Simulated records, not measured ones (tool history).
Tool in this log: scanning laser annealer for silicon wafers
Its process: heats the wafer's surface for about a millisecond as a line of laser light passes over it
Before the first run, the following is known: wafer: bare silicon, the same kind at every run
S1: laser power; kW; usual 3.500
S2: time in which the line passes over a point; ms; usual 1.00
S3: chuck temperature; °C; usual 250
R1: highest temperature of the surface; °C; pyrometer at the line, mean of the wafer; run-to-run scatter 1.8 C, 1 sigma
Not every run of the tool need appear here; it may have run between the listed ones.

run 1 hour=0.0 | S1=3.500 S2=1.00 S3=250 | R1=982
run 2 hour=21.8 | S1=3.500 S2=1.00 S3=250 | R1=980
run 3 hour=43.2 | S1=3.775 S2=1.00 S3=250 | R1=1050
run 4 hour=63.3 | S1=3.775 S2=1.00 S3=250 | R1=1055
run 5 hour=81.8 | S1=3.500 S2=1.00 S3=250 | R1=978
run 6 hour=108.8 | S1=3.500 S2=1.00 S3=250 | R1=977
run 7 hour=135.7 | S1=3.017 S2=1.00 S3=250 | R1=851
run 8 hour=158.6 | S1=3.017 S2=1.00 S3=250 | R1=850
-- hour=178.6 optics aligned, line set to its width
run 9 hour=178.6 | S1=3.500 S2=0.95 S3=250 | R1=972
run 10 hour=189.9 | S1=3.500 S2=0.95 S3=250 | R1=971
-- hour=195.6 laser's power meter calibrated
run 11 hour=209.1 | S1=2.992 S2=0.86 S3=256 | R1=817
run 12 hour=226.9 | S1=3.401 S2=0.86 S3=256 | R1=910
run 13 hour=240.4 | S1=3.397 S2=1.00 S3=250 | R1=965
run 14 hour=261.0 | S1=3.001 S2=1.07 S3=228 | R1=860
run 15 hour=282.8 | S1=3.332 S2=1.00 S3=274 | R1=966
run 16 hour=300.5 | S1=3.332 S2=1.00 S3=274 | R1=973

Expected results for the next run?
run 17 hour=325.9 | S1=3.330 S2=0.70 S3=267 | R1=?

{"run 17": {"R1": 832}}
Take away the tool's hidden state, keep the run-to-run variation as it was, and the same run would have given R1 840 °C.

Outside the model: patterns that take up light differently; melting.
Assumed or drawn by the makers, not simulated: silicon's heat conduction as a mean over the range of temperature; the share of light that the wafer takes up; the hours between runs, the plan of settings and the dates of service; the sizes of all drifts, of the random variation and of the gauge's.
